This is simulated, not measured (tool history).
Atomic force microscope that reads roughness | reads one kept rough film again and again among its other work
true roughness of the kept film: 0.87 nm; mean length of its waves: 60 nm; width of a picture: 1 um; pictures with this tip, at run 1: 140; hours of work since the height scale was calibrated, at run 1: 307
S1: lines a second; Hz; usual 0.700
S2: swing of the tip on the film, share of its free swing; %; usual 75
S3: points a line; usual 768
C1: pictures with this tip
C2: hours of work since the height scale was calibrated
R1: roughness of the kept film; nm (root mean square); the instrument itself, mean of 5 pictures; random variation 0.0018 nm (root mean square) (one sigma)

run 1 hour=0.0 | S1=0.700 S2=75 S3=768 | C1=140 C2=307 | R1=0.826
-- hour=1.4 new tip fitted
run 2 hour=14.6 | S1=1.456 S2=75 S3=768 | C1=16 C2=317 | R1=0.805
run 3 hour=34.3 | S1=0.700 S2=75 S3=768 | C1=39 C2=331 | R1=0.834
run 4 hour=45.5 | S1=0.700 S2=75 S3=768 | C1=52 C2=339 | R1=0.833
run 5 hour=58.6 | S1=0.700 S2=75 S3=768 | C1=68 C2=349 | R1=0.832
run 6 hour=71.1 | S1=0.700 S2=75 S3=768 | C1=82 C2=358 | R1=0.830
run 7 hour=90.1 | S1=0.700 S2=75 S3=768 | C1=105 C2=371 | R1=0.831
run 8 hour=101.4 | S1=0.700 S2=75 S3=768 | C1=118 C2=380 | R1=0.830
run 9 hour=115.1 | S1=0.700 S2=75 S3=768 | C1=135 C2=389 | R1=0.828
-- hour=121.9 new tip fitted
run 10 hour=129.0 | S1=0.700 S2=75 S3=768 | C1=8 C2=399 | R1=0.840
run 11 hour=148.4 | S1=0.700 S2=75 S3=768 | C1=31 C2=413 | R1=0.836
run 12 hour=162.1 | S1=0.700 S2=75 S3=768 | C1=48 C2=423 | R1=0.838
run 13 hour=182.2 | S1=0.700 S2=60 S3=935 | C1=71 C2=438 | R1=0.854
-- hour=185.1 height scale calibrated on a step standard
run 14 hour=192.0 | S1=1.871 S2=57 S3=1002 | C1=82 C2=5 | R1=0.840
run 15 hour=211.7 | S1=2.879 S2=64 S3=1002 | C1=105 C2=19 | R1=0.799
run 16 hour=229.1 | S1=2.879 S2=71 S3=761 | C1=126 C2=32 | R1=0.771
-- hour=242.4 new tip fitted
run 17 hour=244.1 | S1=0.700 S2=75 S3=702 | C1=2 C2=42 | R1=0.843
run 18 hour=256.6 | S1=0.700 S2=75 S3=702 | C1=17 C2=51 | R1=0.837
-- hour=259.6 height scale calibrated on a step standard, once more
run 19 hour=269.4 | S1=0.700 S2=72 S3=762 | C1=31 C2=7 | R1=0.836
run 20 hour=289.9 | S1=3.256 S2=73 S3=768 | C1=55 C2=22 | R1=0.750
run 21 hour=300.6 | S1=3.256 S2=73 S3=768 | C1=68 C2=30 | R1=0.747
run 22 hour=310.6 | S1=3.256 S2=73 S3=768 | C1=79 C2=37 | R1=0.746

Forecast each of these 4 alternatives for the next run:
run A hour=326.9 | S1=0.589 S2=56 S3=459 | C1=99 C2=49 | R1=?
run B hour=326.9 | S1=0.700 S2=56 S3=287 | C1=99 C2=49 | R1=?
run C hour=326.9 | S1=0.708 S2=56 S3=482 | C1=99 C2=49 | R1=?
run D hour=326.9 | S1=2.991 S2=75 S3=768 | C1=99 C2=49 | R1=?

run=A R1=0.850
run=B R1=0.846
run=C R1=0.849
run=D R1=0.747
Without the tool's hidden state the same runs would have given:
run=A R1=0.856
run=B R1=0.852
run=C R1=0.855
run=D R1=0.752

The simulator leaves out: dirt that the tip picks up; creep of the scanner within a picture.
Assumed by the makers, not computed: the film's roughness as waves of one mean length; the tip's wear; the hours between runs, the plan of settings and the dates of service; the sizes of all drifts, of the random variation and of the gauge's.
